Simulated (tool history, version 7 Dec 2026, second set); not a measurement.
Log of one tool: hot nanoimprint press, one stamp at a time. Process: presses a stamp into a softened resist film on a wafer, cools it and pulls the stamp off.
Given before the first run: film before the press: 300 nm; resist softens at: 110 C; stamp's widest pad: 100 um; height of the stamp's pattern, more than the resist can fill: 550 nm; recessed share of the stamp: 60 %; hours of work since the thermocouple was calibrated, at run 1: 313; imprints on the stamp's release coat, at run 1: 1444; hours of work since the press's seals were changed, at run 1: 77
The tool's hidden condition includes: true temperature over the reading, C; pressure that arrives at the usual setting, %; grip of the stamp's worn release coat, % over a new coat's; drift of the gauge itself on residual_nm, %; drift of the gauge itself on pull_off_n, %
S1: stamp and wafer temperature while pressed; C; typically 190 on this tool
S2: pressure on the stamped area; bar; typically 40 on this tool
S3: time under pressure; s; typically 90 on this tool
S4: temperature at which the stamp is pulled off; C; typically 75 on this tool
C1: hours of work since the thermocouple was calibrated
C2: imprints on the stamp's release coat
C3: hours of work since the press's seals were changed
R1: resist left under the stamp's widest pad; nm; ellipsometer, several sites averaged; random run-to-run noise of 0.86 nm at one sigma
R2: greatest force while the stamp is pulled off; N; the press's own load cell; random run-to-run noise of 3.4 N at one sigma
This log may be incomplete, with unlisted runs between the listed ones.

run	day	S1	S2	S3	S4	C1	C2	C3	R1	R2
1	0.000	190	40	90	75	313	1444	77	120.3	183
2	0.425	183	40	90	75	318	1461	82	149.1	183
3	0.633	190	40	90	75	321	1470	85	121.1	186
4	0.992	192	40	90	75	325	1485	89	113.8	187
5	1.179	190	40	90	75	328	1492	92	120.8	182
6	1.550	190	40	90	75	333	1508	97	121.1	184
7	2.008	190	40	90	81	338	1527	102	120.1	163
8	2.367	190	40	90	81	343	1541	107	120.1	161
# day 2.512: plate thermocouple calibrated
9	2.725	190	40	90	81	3	1551	110	123.4	167
10	3.146	190	40	103	75	8	1568	115	116.2	185
11	3.367	190	40	103	75	11	1578	118	116.2	197
12	3.704	190	40	103	75	15	1591	122	116.4	188
13	4.029	190	40	90	75	19	1605	127	122.7	186
14	4.446	190	40	90	75	25	1622	132	122.5	181
15	4.654	190	40	90	75	27	1631	135	122.9	187
# day 4.825: plate thermocouple calibrated, once more
16	5.046	190	40	90	75	3	1642	138	117.7	180
17	5.375	190	40	90	75	7	1655	142	116.4	183

Run 18 comes next. What will it give?
18	5.779	189	35	52	79	12	1672	147	?	?

{"run 18": {"R1": 154.9, "R2": 168}}
Had the tool carried no hidden state, the very same run would have given R1 154.4 nm, R2 148 N.

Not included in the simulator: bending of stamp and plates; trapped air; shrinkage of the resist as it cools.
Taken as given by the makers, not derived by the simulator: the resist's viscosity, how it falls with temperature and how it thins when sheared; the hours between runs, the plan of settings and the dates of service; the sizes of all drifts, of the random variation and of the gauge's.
